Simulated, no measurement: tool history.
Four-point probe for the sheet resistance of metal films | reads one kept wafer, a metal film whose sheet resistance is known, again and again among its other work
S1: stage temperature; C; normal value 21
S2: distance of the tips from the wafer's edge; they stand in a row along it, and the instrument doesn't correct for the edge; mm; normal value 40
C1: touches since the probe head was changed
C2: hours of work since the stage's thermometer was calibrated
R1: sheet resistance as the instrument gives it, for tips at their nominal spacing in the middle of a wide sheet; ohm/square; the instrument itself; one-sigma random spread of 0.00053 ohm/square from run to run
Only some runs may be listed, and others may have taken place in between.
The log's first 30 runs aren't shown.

Run 31, hour 407.5: usual settings but S1 24 C, S2 29 mm; C1 21866; C2 713. Result: R1 2.61258 ohm/square.
Run 32, hour 417.1: usual settings but S2 6 mm; C1 22283; C2 720. Result: R1 2.673157 ohm/square.
Run 33, hour 434.2: usual settings but S2 6 mm; C1 23027; C2 731. Result: R1 2.673396 ohm/square.
Run 34, hour 454: usual settings but S1 25 C, S2 6 mm; C1 23891; C2 744. Result: R1 2.670286 ohm/square.
Run 35, hour 473.4: usual settings but S1 25 C, S2 6 mm; C1 24737; C2 756. Result: R1 2.670086 ohm/square.
Run 36, hour 488.9: usual settings but S1 19 C, S2 7 mm; C1 25415; C2 767. Result: R1 2.658085 ohm/square.
Run 37, hour 498: usual settings but S1 19 C, S2 61 mm; C1 25811; C2 773. Result: R1 2.612462 ohm/square.
Run 38, hour 516.2: usual settings but S1 22 C, S2 15 mm; C1 26605; C2 785. Result: R1 2.619639 ohm/square.
Run 39, hour 530: usual settings but S1 33 C, S2 9 mm; C1 27208; C2 794. Result: R1 2.629869 ohm/square.
Run 40, hour 545.5: usual settings but S1 34 C, S2 15 mm; C1 27883; C2 804. Result: R1 2.612235 ohm/square.
Run 41, hour 554.3: usual settings but S1 29 C, S2 9 mm; C1 28267; C2 809. Result: R1 2.631845 ohm/square.
Run 42, hour 562.5: usual settings but S1 18 C, S2 14 mm; C1 28626; C2 815. Result: R1 2.622277 ohm/square.
Run 43, hour 577.8: usual settings but S1 20 C, S2 9 mm; C1 29292; C2 825. Result: R1 2.639097 ohm/square.
Run 44, hour 594.8: usual settings but S2 47 mm; C1 30031; C2 836. Result: R1 2.61095 ohm/square.
Run 45, hour 613.5: usual settings but S2 47 mm; C1 30849; C2 848. Result: R1 2.609109 ohm/square.
Run 46, hour 624.3: usual settings but S2 47 mm; C1 31320; C2 855. Result: R1 2.610753 ohm/square.

Consider 3 possible next runs. They are alternatives, not a sequence: every one starts from the tool as it was left by run 46. What does each give?
Run A, hour 636.5: usual settings but S1 24 C, S2 3 mm; C1 31851; C2 863. Result: R1 ?.
Run B, hour 636.5: usual settings but S1 19 C, S2 6 mm; C1 31851; C2 863. Result: R1 ?.
Run C, hour 636.5: usual settings but S1 20 C, S2 16 mm; C1 31851; C2 863. Result: R1 ?.

run        R1
  A  2.833993
  B  2.671462
  C  2.617898
Without the tool's hidden state the same runs would have given:
run        R1
  A  2.868777
  B  2.704409
  C  2.650246
